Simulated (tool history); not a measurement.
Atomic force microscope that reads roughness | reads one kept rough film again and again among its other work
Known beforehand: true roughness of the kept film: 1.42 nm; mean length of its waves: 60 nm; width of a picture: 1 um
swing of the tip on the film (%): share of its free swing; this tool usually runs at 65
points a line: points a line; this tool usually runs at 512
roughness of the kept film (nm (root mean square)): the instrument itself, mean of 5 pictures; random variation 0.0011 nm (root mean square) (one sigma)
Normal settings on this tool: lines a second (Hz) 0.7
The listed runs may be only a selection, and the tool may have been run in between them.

run,hour,lines a second (Hz),swing of the tip on the film (%),points a line,roughness of the kept film (nm (root mean square))
1,0,0.7,65,512,1.366
2,15.4,0.7,65,512,1.367
3,45,0.7,65,512,1.367
4,72.6,0.546,65,512,1.375
5,98.4,0.573,65,512,1.373
6,121,0.7,65,512,1.368
7,147.7,0.7,65,512,1.367
# hour 159.4: new tip fitted
8,172.2,0.7,65,512,1.369
9,205.2,0.7,65,293,1.365
10,238.2,0.7,65,293,1.363
11,260.4,2.451,81,287,1.124
12,280.4,1.267,66,693,1.331
13,311.1,1.267,66,693,1.332
14,339.2,3.547,83,857,1.009
# hour 349.5: new tip fitted
15,365.3,0.665,62,583,1.375
16,395.3,1.561,59,754,1.35
17,426.4,0.812,59,685,1.375
18,443.3,1.861,63,289,1.314
19,457.5,1.571,72,289,1.276

Below are 5 alternative next runs, each starting from the tool's condition after run 19. Predict each:
A,476.2,0.511,73,273,?
B,476.2,0.908,72,311,?
C,476.2,1.571,76,289,?
D,476.2,0.7,65,883,?
E,476.2,0.7,64,388,?

run,roughness of the kept film (nm (root mean square))
A,1.355
B,1.328
C,1.25
D,1.367
E,1.368
What these runs would have given with no unlogged condition in the tool:
run,roughness of the kept film (nm (root mean square))
A,1.356
B,1.329
C,1.25
D,1.368
E,1.368

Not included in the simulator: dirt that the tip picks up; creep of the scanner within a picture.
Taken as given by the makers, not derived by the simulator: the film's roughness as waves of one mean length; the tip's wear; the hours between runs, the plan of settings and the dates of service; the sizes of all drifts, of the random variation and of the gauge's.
